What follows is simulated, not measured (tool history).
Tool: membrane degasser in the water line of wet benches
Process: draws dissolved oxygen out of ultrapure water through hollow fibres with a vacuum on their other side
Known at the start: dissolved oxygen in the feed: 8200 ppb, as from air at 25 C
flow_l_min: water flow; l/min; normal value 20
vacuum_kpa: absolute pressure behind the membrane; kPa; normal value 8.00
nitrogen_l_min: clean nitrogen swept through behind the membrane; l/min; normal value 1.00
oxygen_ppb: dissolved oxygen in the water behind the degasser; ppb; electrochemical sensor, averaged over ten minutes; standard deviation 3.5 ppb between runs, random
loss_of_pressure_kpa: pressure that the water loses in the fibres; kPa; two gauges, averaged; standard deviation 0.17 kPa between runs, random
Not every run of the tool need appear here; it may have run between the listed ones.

{"run": 1, "hour": 0.0, "flow_l_min": 20, "vacuum_kpa": 8.0, "nitrogen_l_min": 1.0, "oxygen_ppb": 357.1, "loss_of_pressure_kpa": 26.34}
{"run": 2, "hour": 50.6, "flow_l_min": 20, "vacuum_kpa": 8.0, "nitrogen_l_min": 1.0, "oxygen_ppb": 364.3, "loss_of_pressure_kpa": 26.2}
{"run": 3, "hour": 118.5, "flow_l_min": 20, "vacuum_kpa": 8.0, "nitrogen_l_min": 1.67, "oxygen_ppb": 289.0, "loss_of_pressure_kpa": 26.11}
{"run": 4, "hour": 196.5, "flow_l_min": 20, "vacuum_kpa": 8.0, "nitrogen_l_min": 1.67, "oxygen_ppb": 284.2, "loss_of_pressure_kpa": 26.4}
{"run": 5, "hour": 248.7, "flow_l_min": 20, "vacuum_kpa": 8.0, "nitrogen_l_min": 1.0, "oxygen_ppb": 362.8, "loss_of_pressure_kpa": 26.73}
{"run": 6, "hour": 303.2, "flow_l_min": 20, "vacuum_kpa": 8.0, "nitrogen_l_min": 0.93, "oxygen_ppb": 378.8, "loss_of_pressure_kpa": 26.18}
{"run": 7, "hour": 369.2, "flow_l_min": 20, "vacuum_kpa": 8.0, "nitrogen_l_min": 0.93, "oxygen_ppb": 375.9, "loss_of_pressure_kpa": 26.32}
{"run": 8, "hour": 411.3, "flow_l_min": 20, "vacuum_kpa": 8.0, "nitrogen_l_min": 1.0, "oxygen_ppb": 365.2, "loss_of_pressure_kpa": 26.47}
{"run": 9, "hour": 467.3, "flow_l_min": 24, "vacuum_kpa": 8.0, "nitrogen_l_min": 1.0, "oxygen_ppb": 459.4, "loss_of_pressure_kpa": 31.49}
{"hour": 499.1, "done": "vacuum gauge calibrated"}
{"run": 10, "hour": 534.0, "flow_l_min": 20, "vacuum_kpa": 8.0, "nitrogen_l_min": 0.4, "oxygen_ppb": 577.3, "loss_of_pressure_kpa": 26.25}
{"run": 11, "hour": 612.5, "flow_l_min": 20, "vacuum_kpa": 8.0, "nitrogen_l_min": 1.0, "oxygen_ppb": 362.1, "loss_of_pressure_kpa": 26.05}
{"run": 12, "hour": 652.9, "flow_l_min": 20, "vacuum_kpa": 8.0, "nitrogen_l_min": 1.0, "oxygen_ppb": 357.6, "loss_of_pressure_kpa": 26.13}
{"run": 13, "hour": 706.4, "flow_l_min": 20, "vacuum_kpa": 8.0, "nitrogen_l_min": 1.0, "oxygen_ppb": 353.7, "loss_of_pressure_kpa": 26.15}
{"run": 14, "hour": 771.2, "flow_l_min": 20, "vacuum_kpa": 8.0, "nitrogen_l_min": 1.0, "oxygen_ppb": 361.9, "loss_of_pressure_kpa": 26.28}
{"run": 15, "hour": 835.8, "flow_l_min": 20, "vacuum_kpa": 8.0, "nitrogen_l_min": 1.0, "oxygen_ppb": 359.2, "loss_of_pressure_kpa": 26.0}
{"run": 16, "hour": 879.5, "flow_l_min": 27, "vacuum_kpa": 8.0, "nitrogen_l_min": 1.0, "oxygen_ppb": 517.7, "loss_of_pressure_kpa": 35.91}
{"run": 17, "hour": 954.1, "flow_l_min": 24, "vacuum_kpa": 17.45, "nitrogen_l_min": 1.6, "oxygen_ppb": 657.4, "loss_of_pressure_kpa": 31.42}
{"run": 18, "hour": 1009.2, "flow_l_min": 24, "vacuum_kpa": 17.45, "nitrogen_l_min": 1.6, "oxygen_ppb": 657.5, "loss_of_pressure_kpa": 31.52}
{"run": 19, "hour": 1058.0, "flow_l_min": 24, "vacuum_kpa": 17.45, "nitrogen_l_min": 1.6, "oxygen_ppb": 658.3, "loss_of_pressure_kpa": 31.99}
{"run": 20, "hour": 1116.9, "flow_l_min": 24, "vacuum_kpa": 17.45, "nitrogen_l_min": 1.6, "oxygen_ppb": 662.2, "loss_of_pressure_kpa": 31.68}
{"run": 21, "hour": 1166.0, "flow_l_min": 17, "vacuum_kpa": 9.35, "nitrogen_l_min": 1.0, "oxygen_ppb": 349.0, "loss_of_pressure_kpa": 22.68}
{"run": 22, "hour": 1230.8, "flow_l_min": 14, "vacuum_kpa": 10.25, "nitrogen_l_min": 1.0, "oxygen_ppb": 304.2, "loss_of_pressure_kpa": 18.22}
{"run": 23, "hour": 1272.5, "flow_l_min": 17, "vacuum_kpa": 5.47, "nitrogen_l_min": 1.42, "oxygen_ppb": 178.2, "loss_of_pressure_kpa": 22.55}
{"run": 24, "hour": 1340.0, "flow_l_min": 17, "vacuum_kpa": 4.89, "nitrogen_l_min": 1.42, "oxygen_ppb": 162.2, "loss_of_pressure_kpa": 22.75}
{"run": 25, "hour": 1395.9, "flow_l_min": 15, "vacuum_kpa": 4.89, "nitrogen_l_min": 1.42, "oxygen_ppb": 131.8, "loss_of_pressure_kpa": 19.8}
{"run": 26, "hour": 1474.2, "flow_l_min": 15, "vacuum_kpa": 12.31, "nitrogen_l_min": 1.0, "oxygen_ppb": 394.5, "loss_of_pressure_kpa": 19.83}
{"run": 27, "hour": 1525.4, "flow_l_min": 15, "vacuum_kpa": 12.31, "nitrogen_l_min": 1.0, "oxygen_ppb": 401.9, "loss_of_pressure_kpa": 19.95}
{"run": 28, "hour": 1585.8, "flow_l_min": 30, "vacuum_kpa": 5.53, "nitrogen_l_min": 1.81, "oxygen_ppb": 378.7, "loss_of_pressure_kpa": 39.89}
{"run": 29, "hour": 1648.3, "flow_l_min": 32, "vacuum_kpa": 4.88, "nitrogen_l_min": 1.55, "oxygen_ppb": 402.0, "loss_of_pressure_kpa": 42.54}
{"run": 30, "hour": 1712.3, "flow_l_min": 32, "vacuum_kpa": 4.88, "nitrogen_l_min": 1.55, "oxygen_ppb": 405.7, "loss_of_pressure_kpa": 42.46}
{"run": 31, "hour": 1762.4, "flow_l_min": 32, "vacuum_kpa": 4.88, "nitrogen_l_min": 1.55, "oxygen_ppb": 400.5, "loss_of_pressure_kpa": 42.32}
{"run": 32, "hour": 1803.6, "flow_l_min": 32, "vacuum_kpa": 4.88, "nitrogen_l_min": 1.55, "oxygen_ppb": 408.0, "loss_of_pressure_kpa": 42.23}

Forecast each of these 3 alternatives for the next run:
{"run": "A", "hour": 1865.1, "flow_l_min": 12, "vacuum_kpa": 4.88, "nitrogen_l_min": 1.55, "oxygen_ppb": "?", "loss_of_pressure_kpa": "?"}
{"run": "B", "hour": 1865.1, "flow_l_min": 16, "vacuum_kpa": 12.28, "nitrogen_l_min": 0.43, "oxygen_ppb": "?", "loss_of_pressure_kpa": "?"}
{"run": "C", "hour": 1865.1, "flow_l_min": 20, "vacuum_kpa": 4.87, "nitrogen_l_min": 1.0, "oxygen_ppb": "?", "loss_of_pressure_kpa": "?"}

run=A oxygen_ppb=88.7 loss_of_pressure_kpa=15.79
run=B oxygen_ppb=745.3 loss_of_pressure_kpa=21.07
run=C oxygen_ppb=228.4 loss_of_pressure_kpa=26.59
Without the tool's hidden state the same runs would have given:
run=A oxygen_ppb=79.8 loss_of_pressure_kpa=15.43
run=B oxygen_ppb=727.3 loss_of_pressure_kpa=20.59
run=C oxygen_ppb=211.2 loss_of_pressure_kpa=25.98

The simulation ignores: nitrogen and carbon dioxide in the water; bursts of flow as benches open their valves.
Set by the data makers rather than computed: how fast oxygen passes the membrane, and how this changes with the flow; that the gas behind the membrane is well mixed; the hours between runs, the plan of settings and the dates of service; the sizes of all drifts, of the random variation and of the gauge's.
